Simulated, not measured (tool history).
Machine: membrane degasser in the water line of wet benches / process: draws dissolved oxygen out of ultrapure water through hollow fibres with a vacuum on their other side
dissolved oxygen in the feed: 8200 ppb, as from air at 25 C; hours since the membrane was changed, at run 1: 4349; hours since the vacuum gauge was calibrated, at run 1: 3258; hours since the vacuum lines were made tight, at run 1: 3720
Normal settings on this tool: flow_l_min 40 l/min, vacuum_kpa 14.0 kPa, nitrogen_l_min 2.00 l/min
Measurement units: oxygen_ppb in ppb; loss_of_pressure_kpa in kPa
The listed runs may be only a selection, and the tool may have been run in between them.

| run | day | flow_l_min | vacuum_kpa | nitrogen_l_min | hours since the membrane was changed | hours since the vacuum gauge was calibrated | hours since the vacuum lines were made tight | oxygen_ppb | loss_of_pressure_kpa |
|---|---|---|---|---|---|---|---|---|---|
| 1 | 0.000 | 40 | 14.0 | 2.00 | 4349 | 3258 | 3720 | 554.6 | 43.56 |
| 2 | 6.233 | 40 | 19.3 | 2.00 | 4499 | 3408 | 3870 | 754.4 | 43.29 |
| 3 | 13.804 | 48 | 14.0 | 2.00 | 4681 | 3590 | 4052 | 680.5 | 51.97 |
|  | 23.362 | vacuum gauge calibrated |
| 4 | 25.546 | 48 | 14.0 | 2.00 | 4962 | 52 | 4333 | 690.1 | 52.39 |
| 5 | 32.779 | 48 | 14.0 | 2.00 | 5136 | 226 | 4507 | 676.0 | 52.18 |
| 6 | 39.262 | 48 | 14.0 | 2.00 | 5291 | 382 | 4662 | 684.4 | 52.05 |
| 7 | 50.154 | 40 | 14.0 | 4.78 | 5553 | 643 | 4924 | 314.1 | 43.39 |
| 8 | 57.542 | 40 | 14.0 | 4.78 | 5730 | 820 | 5101 | 307.0 | 43.59 |
| 9 | 65.538 | 40 | 14.0 | 4.78 | 5922 | 1012 | 5293 | 313.6 | 43.88 |
| 10 | 72.717 | 40 | 9.2 | 5.33 | 6094 | 1184 | 5465 | 211.5 | 43.63 |
|  | 73.433 | seals of the vacuum lines changed |
| 11 | 84.379 | 39 | 10.5 | 2.00 | 6372 | 1462 | 263 | 403.8 | 42.86 |
| 12 | 91.617 | 54 | 10.5 | 2.00 | 6546 | 1636 | 436 | 601.5 | 58.98 |
| 13 | 97.250 | 40 | 14.0 | 0.87 | 6681 | 1771 | 572 | 984.6 | 44.01 |
| 14 | 109.175 | 27 | 16.4 | 4.00 | 6967 | 2057 | 858 | 244.1 | 29.32 |

5 ways to go on from here, each from the tool as it stands after run 14. What would each give?
| A | 116.300 | 40 | 17.2 | 2.00 | 7138 | 2229 | 1029 | ? | ? |
| B | 116.300 | 31 | 14.4 | 4.00 | 7138 | 2229 | 1029 | ? | ? |
| C | 116.300 | 33 | 20.2 | 4.00 | 7138 | 2229 | 1029 | ? | ? |
| D | 116.300 | 26 | 16.4 | 4.00 | 7138 | 2229 | 1029 | ? | ? |
| E | 116.300 | 61 | 15.2 | 2.43 | 7138 | 2229 | 1029 | ? | ? |

| run | oxygen_ppb | loss_of_pressure_kpa |
|---|---|---|
| A | 678.3 | 44.03 |
| B | 254.1 | 34.14 |
| C | 386.5 | 36.81 |
| D | 228.6 | 28.50 |
| E | 857.0 | 66.74 |
Without the tool's unlogged condition, the same runs would have read:
| run | oxygen_ppb | loss_of_pressure_kpa |
|---|---|---|
| A | 677.8 | 43.47 |
| B | 253.8 | 33.71 |
| C | 386.2 | 36.34 |
| D | 228.4 | 28.14 |
| E | 856.0 | 65.89 |
